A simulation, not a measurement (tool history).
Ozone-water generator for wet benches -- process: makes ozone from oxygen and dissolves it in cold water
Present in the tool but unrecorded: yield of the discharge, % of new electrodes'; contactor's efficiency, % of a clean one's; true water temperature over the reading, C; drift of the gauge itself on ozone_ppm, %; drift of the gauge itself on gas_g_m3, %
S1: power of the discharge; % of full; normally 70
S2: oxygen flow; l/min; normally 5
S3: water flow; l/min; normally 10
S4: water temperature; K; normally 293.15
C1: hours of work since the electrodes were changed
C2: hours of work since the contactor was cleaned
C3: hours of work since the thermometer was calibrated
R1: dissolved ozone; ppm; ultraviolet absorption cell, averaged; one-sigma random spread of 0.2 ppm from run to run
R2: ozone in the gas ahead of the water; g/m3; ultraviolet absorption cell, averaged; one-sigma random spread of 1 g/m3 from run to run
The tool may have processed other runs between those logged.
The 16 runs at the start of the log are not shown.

run,hour,S1,S2,S3,S4,C1,C2,C3,R1,R2
17,392.2,76,4.85,8,294.15,1536,3806,1776,30.6,189.2
18,424.4,70,8.72,10,293.15,1565,3835,1805,21.3,124.1
19,447,76,2.84,10,289.15,1585,3855,1825,30.9,261.9
20,464.5,71,5,10,291.15,1601,3871,1841,26.8,177
21,498.5,70,5,9,293.15,1631,3901,1871,26.8,174.4
22,523,58,3.34,9,293.15,1653,3923,1893,25.9,194.2
23,556.5,58,3.34,9,293.15,1683,3953,1923,25.6,196.2
24,574.8,58,3.34,9,293.15,1700,3969,1940,25.7,196
25,602,48,3.84,10,293.15,1724,3994,1964,20.3,157.9
26,635.6,48,3.84,9,293.15,1754,4024,1994,21.9,158.9
27,656.6,96,3.24,11,293.15,1773,4043,2013,31.8,284.1
28,677.3,57,6.33,10,293.15,1791,4061,2031,20.2,129.8
29,701.1,57,6.33,10,293.15,1813,4082,2053,20.3,129.5
30,721,57,6.33,10,293.15,1830,4100,2070,20.6,131.3
31,745.1,57,3.68,10,288.15,1852,4122,2092,24.9,180.5
32,762,57,3.68,10,288.15,1867,4137,2107,24.8,180.1

Forecast each of these 3 alternatives for the next run:
A,780,70,4.88,10,297.15,1883,4153,2123,?,?
B,780,57,3.38,10,291.15,1883,4153,2123,?,?
C,780,57,9,11,288.15,1883,4153,2123,?,?

run,R1,R2
A,23.2,178.7
B,23.9,190.4
C,19,104.5
Stripped of hidden state, with their random variation kept, the same runs would have yielded:
run,R1,R2
A,26,188.5
B,26.6,199.2
C,21.2,109.3

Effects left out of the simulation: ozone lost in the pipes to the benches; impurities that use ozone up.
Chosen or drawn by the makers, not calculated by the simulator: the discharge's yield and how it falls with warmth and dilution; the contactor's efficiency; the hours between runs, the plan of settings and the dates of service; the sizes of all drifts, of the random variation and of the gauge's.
